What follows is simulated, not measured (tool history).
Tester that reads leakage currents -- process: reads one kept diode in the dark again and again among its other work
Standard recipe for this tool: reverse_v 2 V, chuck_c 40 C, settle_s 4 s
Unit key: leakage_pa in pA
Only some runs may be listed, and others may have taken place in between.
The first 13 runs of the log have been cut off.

run	hour	reverse_v	chuck_c	settle_s	leakage_pa
14	475.9	2	33	4	244.86
15	518.7	2	33	4	245.04
16	573.7	2	33	4	244.65
17	617.5	2	33	4	244.53
18	658.1	2	40	4	450.89
19	704.2	2	40	4	449.12
20	734.3	2	40	4	449.59
21	767.9	2	40	4	450.7
22	793.1	1.27	51	0.97	954.8
23	826.6	1.58	40	4.01	415.47
24	869.4	2	24	0.51	107.52
25	915.3	9.83	23	1.36	166.43
26	965.5	9.83	23	1.36	166.2

Run 27, settings as shown, results not yet in. Your forecast:
27	992.2	1.1	31	2.83	?

leakage_pa: 168 pA
With no hidden state in the tool, this same run would have given leakage_pa 167.94 pA.
